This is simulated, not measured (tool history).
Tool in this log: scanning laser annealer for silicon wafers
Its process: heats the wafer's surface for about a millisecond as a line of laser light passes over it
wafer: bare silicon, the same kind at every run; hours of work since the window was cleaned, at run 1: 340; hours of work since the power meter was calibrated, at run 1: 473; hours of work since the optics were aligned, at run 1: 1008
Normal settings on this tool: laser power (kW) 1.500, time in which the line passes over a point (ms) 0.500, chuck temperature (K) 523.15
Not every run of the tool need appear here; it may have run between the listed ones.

| run | hour | laser power (kW) | time in which the line passes over a point (ms) | chuck temperature (K) | hours of work since the window was cleaned | hours of work since the power meter was calibrated | hours of work since the optics were aligned | highest temperature of the surface (K) |
|---|---|---|---|---|---|---|---|---|
| 1 | 0.0 | 1.500 | 0.500 | 523.15 | 340 | 473 | 1008 | 1338.15 |
|  | 15.4 | optics aligned, line set to its width |
| 2 | 20.0 | 1.500 | 0.500 | 523.15 | 349 | 482 | 3 | 1358.15 |
| 3 | 39.9 | 1.500 | 0.500 | 523.15 | 362 | 495 | 16 | 1356.15 |
| 4 | 56.5 | 1.500 | 0.500 | 523.15 | 373 | 506 | 26 | 1354.15 |
| 5 | 72.6 | 1.500 | 0.500 | 523.15 | 383 | 516 | 36 | 1353.15 |
| 6 | 90.0 | 1.500 | 0.500 | 523.15 | 394 | 527 | 48 | 1354.15 |
| 7 | 103.4 | 1.500 | 0.500 | 505.15 | 403 | 535 | 56 | 1336.15 |
| 8 | 116.5 | 1.500 | 0.500 | 505.15 | 411 | 544 | 64 | 1334.15 |
| 9 | 132.1 | 1.500 | 0.500 | 505.15 | 421 | 554 | 74 | 1336.15 |
| 10 | 147.9 | 1.500 | 0.500 | 505.15 | 431 | 564 | 84 | 1332.15 |
| 11 | 163.0 | 1.544 | 0.532 | 523.15 | 441 | 573 | 94 | 1414.15 |
| 12 | 180.8 | 1.598 | 0.486 | 523.15 | 452 | 585 | 105 | 1404.15 |
|  | 184.7 | laser's power meter calibrated |
| 13 | 195.9 | 1.598 | 0.486 | 523.15 | 460 | 7 | 113 | 1402.15 |
| 14 | 216.6 | 1.598 | 0.486 | 523.15 | 473 | 20 | 126 | 1403.15 |
| 15 | 229.7 | 1.598 | 0.509 | 536.15 | 481 | 29 | 135 | 1435.15 |
| 16 | 243.2 | 1.598 | 0.509 | 485.15 | 490 | 37 | 143 | 1385.15 |
| 17 | 263.1 | 1.613 | 0.605 | 523.15 | 503 | 50 | 156 | 1521.15 |
|  | 275.1 | laser's power meter calibrated, once more |
| 18 | 277.4 | 1.500 | 0.500 | 554.15 | 510 | 1 | 163 | 1385.15 |
| 19 | 292.9 | 1.568 | 0.500 | 561.15 | 520 | 11 | 173 | 1440.15 |
| 20 | 301.3 | 1.568 | 0.500 | 561.15 | 525 | 17 | 179 | 1437.15 |

What if the next run were any one of these 3? Each begins from the tool's condition after run 20:
| A | 319.5 | 1.492 | 0.500 | 560.15 | 537 | 28 | 190 | ? |
| B | 319.5 | 1.421 | 0.351 | 519.15 | 537 | 28 | 190 | ? |
| C | 319.5 | 1.621 | 0.500 | 484.15 | 537 | 28 | 190 | ? |

| run | highest temperature of the surface (K) |
|---|---|
| A | 1383.15 |
| B | 1154.15 |
| C | 1396.15 |
With the hidden condition removed and each run's random variation left untouched, the same runs would have given:
| run | highest temperature of the surface (K) |
|---|---|
| A | 1404.15 |
| B | 1171.15 |
| C | 1419.15 |
